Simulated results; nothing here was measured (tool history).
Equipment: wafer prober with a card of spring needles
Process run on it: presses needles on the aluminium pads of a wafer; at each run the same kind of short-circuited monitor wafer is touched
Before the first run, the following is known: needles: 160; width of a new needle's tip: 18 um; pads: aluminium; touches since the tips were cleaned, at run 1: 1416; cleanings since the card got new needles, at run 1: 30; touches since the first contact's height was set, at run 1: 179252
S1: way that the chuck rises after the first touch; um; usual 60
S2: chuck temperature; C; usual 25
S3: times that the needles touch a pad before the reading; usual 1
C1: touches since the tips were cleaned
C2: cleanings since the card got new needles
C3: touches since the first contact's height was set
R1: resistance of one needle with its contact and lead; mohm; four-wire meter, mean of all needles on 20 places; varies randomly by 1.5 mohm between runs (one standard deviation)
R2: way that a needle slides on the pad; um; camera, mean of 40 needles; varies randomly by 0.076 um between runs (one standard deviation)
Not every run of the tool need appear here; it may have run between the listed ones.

| run | hour | S1 | S2 | S3 | C1 | C2 | C3 | R1 | R2 |
|---|---|---|---|---|---|---|---|---|---|
| 1 | 0.0 | 60 | 25 | 1 | 1416 | 30 | 179252 | 205 | 8.62 |
| 2 | 4.6 | 50 | 25 | 1 | 4806 | 30 | 182642 | 319 | 7.11 |
|  | 5.2 | tips cleaned on abrasive film |
|  | 12.5 | tips cleaned on abrasive film |
| 3 | 14.3 | 56 | 25 | 1 | 1293 | 32 | 189721 | 216 | 7.85 |
|  | 19.6 | tips cleaned on abrasive film |
| 4 | 23.2 | 56 | 25 | 1 | 2697 | 33 | 196281 | 261 | 7.81 |
|  | 27.0 | tips cleaned on abrasive film |
| 5 | 27.5 | 60 | 25 | 1 | 336 | 34 | 199387 | 183 | 8.59 |
|  | 34.1 | tips cleaned on abrasive film |
| 6 | 36.7 | 60 | 25 | 1 | 1964 | 35 | 206150 | 227 | 8.41 |
|  | 41.0 | tips cleaned on abrasive film |
| 7 | 42.5 | 60 | 25 | 1 | 1109 | 36 | 210379 | 208 | 8.49 |
|  | 48.8 | tips cleaned on abrasive film |
| 8 | 50.0 | 60 | 25 | 1 | 864 | 37 | 215874 | 196 | 8.44 |
| 9 | 54.0 | 60 | 28 | 1 | 3850 | 37 | 218860 | 269 | 8.52 |
|  | 56.0 | tips cleaned on abrasive film |
| 10 | 58.3 | 60 | 28 | 1 | 1710 | 38 | 221987 | 220 | 8.59 |
|  | 63.0 | tips cleaned on abrasive film |
| 11 | 63.0 | 60 | 115 | 1 | 7 | 39 | 225416 | 177 | 8.52 |
| 12 | 68.4 | 60 | 25 | 1 | 4001 | 39 | 229410 | 267 | 8.41 |
|  | 69.9 | height of the first contact set anew |
|  | 71.0 | tips cleaned on abrasive film |
|  | 78.1 | tips cleaned on abrasive film |
| 13 | 78.1 | 60 | 25 | 1 | 0 | 41 | 5890 | 160 | 8.33 |
|  | 85.0 | tips cleaned on abrasive film |
| 14 | 85.9 | 60 | 25 | 1 | 651 | 42 | 11631 | 201 | 8.23 |
|  | 90.6 | height of the first contact set anew, once more |
|  | 92.3 | tips cleaned on abrasive film |
| 15 | 92.5 | 60 | 25 | 1 | 160 | 43 | 1326 | 161 | 9.11 |
|  | 99.4 | tips cleaned on abrasive film |
| 16 | 99.4 | 64 | 97 | 1 | 0 | 44 | 6350 | 171 | 9.83 |
| 17 | 104.6 | 62 | 115 | 1 | 3915 | 44 | 10265 | 249 | 9.46 |
|  | 106.8 | tips cleaned on abrasive film |
| 18 | 109.0 | 57 | 33 | 3 | 1565 | 45 | 13401 | 175 | 8.61 |
|  | 113.8 | tips cleaned on abrasive film |
| 19 | 115.5 | 75 | 28 | 1 | 1295 | 46 | 18199 | 191 | 11.11 |
| 20 | 120.4 | 75 | 28 | 1 | 4939 | 46 | 21843 | 228 | 11.11 |
|  | 121.4 | tips cleaned on abrasive film |
|  | 128.4 | tips cleaned on abrasive film |
| 21 | 129.1 | 75 | 28 | 1 | 495 | 48 | 28128 | 168 | 11.18 |
| 22 | 133.5 | 75 | 28 | 1 | 3756 | 48 | 31389 | 217 | 11.31 |
|  | 135.6 | tips cleaned on abrasive film |
| 23 | 140.1 | 77 | 25 | 1 | 3339 | 49 | 36252 | 211 | 11.72 |
|  | 142.7 | tips cleaned on abrasive film |
| 24 | 146.2 | 70 | 124 | 1 | 2629 | 50 | 40711 | 225 | 10.53 |

What will run 25 give?
|  | 149.7 | tips cleaned on abrasive film |
| 25 | 153.7 | 70 | 124 | 1 | 3040 | 51 | 46234 | ? | ? |

R1: 229 mohm
R2: 10.48 um
On a tool with no hidden condition, and with the same random variation, this run would have come out at R1 164 mohm, R2 10.63 um.
